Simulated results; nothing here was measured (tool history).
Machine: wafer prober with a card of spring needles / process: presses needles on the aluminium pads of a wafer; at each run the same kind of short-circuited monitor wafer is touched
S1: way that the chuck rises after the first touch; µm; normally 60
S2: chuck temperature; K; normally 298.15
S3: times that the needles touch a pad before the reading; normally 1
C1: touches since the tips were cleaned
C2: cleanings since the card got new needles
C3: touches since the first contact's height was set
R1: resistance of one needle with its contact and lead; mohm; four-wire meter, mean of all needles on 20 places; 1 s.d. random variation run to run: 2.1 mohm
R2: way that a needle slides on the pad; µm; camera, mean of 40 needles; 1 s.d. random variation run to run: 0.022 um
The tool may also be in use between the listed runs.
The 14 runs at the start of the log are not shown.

Run 15, hour 112.9: usual settings; C1 6020; C2 17; C3 40578. Result: R1 285 mohm, R2 13.60 µm.
At hour 119.9: tips cleaned on abrasive film.
Run 16, hour 123.7: usual settings; C1 1079; C2 18; C3 43597. Result: R1 250 mohm, R2 13.56 µm.
Run 17, hour 130.6: usual settings; C1 2997; C2 18; C3 45515. Result: R1 273 mohm, R2 13.60 µm.
Run 18, hour 136.5: usual settings; C1 4652; C2 18; C3 47170. Result: R1 284 mohm, R2 13.59 µm.
Run 19, hour 144.5: usual settings; C1 6911; C2 18; C3 49429. Result: R1 291 mohm, R2 13.58 µm.
At hour 148.6: tips cleaned on abrasive film.
Run 20, hour 156.1: usual settings; C1 2113; C2 19; C3 52648. Result: R1 265 mohm, R2 13.58 µm.
Run 21, hour 162.0: usual settings; C1 3773; C2 19; C3 54308. Result: R1 280 mohm, R2 13.59 µm.
Run 22, hour 173.2: usual settings but S1 61 µm, S3 2; C1 6894; C2 19; C3 57429. Result: R1 268 mohm, R2 13.79 µm.
At hour 177.7: tips cleaned on abrasive film.
Run 23, hour 182.7: usual settings but S1 42 µm, S3 2; C1 1382; C2 20; C3 60069. Result: R1 266 mohm, R2 9.44 µm.
Run 24, hour 193.7: usual settings but S1 61 µm, S2 388.15 K, S3 2; C1 4473; C2 20; C3 63160. Result: R1 279 mohm, R2 13.77 µm.
Run 25, hour 201.8: usual settings but S1 54 µm, S2 330.15 K, S3 2; C1 6750; C2 20; C3 65437. Result: R1 281 mohm, R2 12.16 µm.
At hour 206.3: tips cleaned on abrasive film.
Run 26, hour 208.9: usual settings but S1 58 µm, S2 336.15 K, S3 2; C1 703; C2 21; C3 67380. Result: R1 252 mohm, R2 13.08 µm.
Run 27, hour 219.8: usual settings but S1 58 µm, S2 336.15 K, S3 2; C1 3771; C2 21; C3 70448. Result: R1 265 mohm, R2 13.09 µm.
Run 28, hour 228.4: usual settings but S1 58 µm, S2 324.15 K, S3 2; C1 6172; C2 21; C3 72849. Result: R1 272 mohm, R2 13.04 µm.
At hour 235.2: tips cleaned on abrasive film.
Run 29, hour 238.4: usual settings but S1 75 µm, S2 312.15 K, S3 2; C1 903; C2 22; C3 75633. Result: R1 238 mohm, R2 16.95 µm.
Run 30, hour 247.0: usual settings but S1 42 µm, S2 391.15 K, S3 2; C1 3309; C2 22; C3 78039. Result: R1 303 mohm, R2 9.40 µm.
Run 31, hour 252.0: usual settings but S1 42 µm, S2 391.15 K, S3 2; C1 4709; C2 22; C3 79439. Result: R1 309 mohm, R2 9.37 µm.
Run 32, hour 263.3: usual settings but S1 42 µm, S2 368.15 K, S3 3; C1 7887; C2 22; C3 82617. Result: R1 292 mohm, R2 9.36 µm.
At hour 264.1: tips cleaned on abrasive film.
Run 33, hour 268.5: usual settings but S1 42 µm, S2 368.15 K, S3 3; C1 1238; C2 23; C3 84053. Result: R1 268 mohm, R2 9.39 µm.
Run 34, hour 276.2: usual settings but S1 42 µm, S2 368.15 K, S3 3; C1 3380; C2 23; C3 86195. Result: R1 279 mohm, R2 9.40 µm.

4 ways to go on from here, each from the tool as it stands after run 34. What would each give?
Run A, hour 287.9: usual settings but S1 42 µm, S2 368.15 K; C1 6677; C2 23; C3 89492. Result: R1 ?, R2 ?.
Run B, hour 287.9: usual settings but S1 52 µm, S2 368.15 K, S3 3; C1 6677; C2 23; C3 89492. Result: R1 ?, R2 ?.
Run C, hour 287.9: usual settings but S1 66 µm, S2 331.15 K, S3 2; C1 6677; C2 23; C3 89492. Result: R1 ?, R2 ?.
Run D, hour 287.9: usual settings but S1 40 µm; C1 6677; C2 23; C3 89492. Result: R1 ?, R2 ?.

run   R1     R2
  A  360   9.38
  B  277  11.68
  C  272  14.84
  D  355   8.90
What these runs would have given with no unlogged condition in the tool:
run   R1     R2
  A  259   9.59
  B  252  11.89
  C  243  15.05
  D  235   9.11
